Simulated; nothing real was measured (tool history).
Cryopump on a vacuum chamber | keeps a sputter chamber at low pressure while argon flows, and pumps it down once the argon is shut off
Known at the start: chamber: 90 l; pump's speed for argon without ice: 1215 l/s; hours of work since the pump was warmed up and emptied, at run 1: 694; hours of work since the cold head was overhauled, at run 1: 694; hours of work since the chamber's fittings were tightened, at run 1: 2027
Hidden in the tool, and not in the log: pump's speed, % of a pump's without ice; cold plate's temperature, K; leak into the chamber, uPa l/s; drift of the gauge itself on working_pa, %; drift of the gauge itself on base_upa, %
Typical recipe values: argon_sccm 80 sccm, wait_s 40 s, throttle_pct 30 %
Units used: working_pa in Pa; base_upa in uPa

| run | hour | argon_sccm | wait_s | throttle_pct | hours of work since the pump was warmed up and emptied | hours of work since the cold head was overhauled | hours of work since the chamber's fittings were tightened | working_pa | base_upa |
|---|---|---|---|---|---|---|---|---|---|
| 1 | 0.0 | 80 | 40 | 30 | 694 | 694 | 2027 | 0.4052 | 3.68 |
| 2 | 39.4 | 80 | 30 | 30 | 718 | 718 | 2051 | 0.4072 | 4.55 |
| 3 | 69.4 | 80 | 30 | 30 | 736 | 736 | 2070 | 0.4091 | 4.59 |
| 4 | 124.5 | 80 | 178 | 30 | 769 | 769 | 2103 | 0.4122 | 1.78 |
| 5 | 163.7 | 80 | 40 | 30 | 793 | 793 | 2127 | 0.4117 | 3.82 |
| 6 | 222.6 | 80 | 40 | 30 | 829 | 829 | 2163 | 0.4164 | 3.79 |
| 7 | 277.8 | 80 | 40 | 30 | 863 | 863 | 2196 | 0.4213 | 3.87 |
| 8 | 335.9 | 80 | 40 | 30 | 898 | 898 | 2232 | 0.4211 | 3.76 |
|  | 365.5 | pump warmed up, emptied and cooled again |
| 9 | 368.3 | 80 | 40 | 30 | 2 | 915 | 2248 | 0.3703 | 3.50 |
| 10 | 415.1 | 80 | 148 | 30 | 30 | 943 | 2277 | 0.3745 | 1.57 |
| 11 | 458.3 | 80 | 148 | 50 | 56 | 969 | 2303 | 0.2266 | 1.59 |
| 12 | 502.3 | 61 | 148 | 35 | 83 | 996 | 2330 | 0.2455 | 1.62 |
| 13 | 537.7 | 54 | 25 | 31 | 105 | 1018 | 2351 | 0.2443 | 5.26 |
| 14 | 574.5 | 39 | 60 | 31 | 127 | 1040 | 2374 | 0.1789 | 2.70 |
| 15 | 632.6 | 39 | 60 | 31 | 162 | 1075 | 2409 | 0.1784 | 2.68 |
| 16 | 664.2 | 63 | 72 | 17 | 182 | 1095 | 2428 | 0.5213 | 2.40 |
| 17 | 717.2 | 101 | 56 | 20 | 214 | 1127 | 2460 | 0.7173 | 2.91 |
| 18 | 767.3 | 56 | 117 | 30 | 244 | 1157 | 2491 | 0.2701 | 1.92 |
| 19 | 819.7 | 80 | 40 | 22 | 276 | 1189 | 2523 | 0.5209 | 3.62 |
| 20 | 861.1 | 44 | 291 | 22 | 301 | 1214 | 2548 | 0.2874 | 1.35 |

Measured less the same run without the tool's hidden state. The same run-to-run variation is in both; the gauge's scatter may not be:
| run | working_pa | base_upa |
|---|---|---|
| 1 | +0.0357 | +0.80 |
| 2 | +0.0374 | +0.81 |
| 3 | +0.0388 | +0.83 |
| 4 | +0.0412 | +0.88 |
| 5 | +0.0428 | +0.90 |
| 6 | +0.0457 | +0.91 |
| 7 | +0.0484 | +0.95 |
| 8 | +0.0510 | +0.95 |
| 9 | +0.0012 | +0.61 |
| 10 | +0.0024 | +0.62 |
| 11 | +0.0035 | +0.65 |
| 12 | +0.0036 | +0.65 |
| 13 | +0.0037 | +0.68 |
| 14 | +0.0031 | +0.68 |
| 15 | +0.0040 | +0.69 |
| 16 | +0.0072 | +0.70 |
| 17 | +0.0135 | +0.74 |
| 18 | +0.0086 | +0.75 |
| 19 | +0.0137 | +0.76 |
| 20 | +0.0081 | +0.76 |
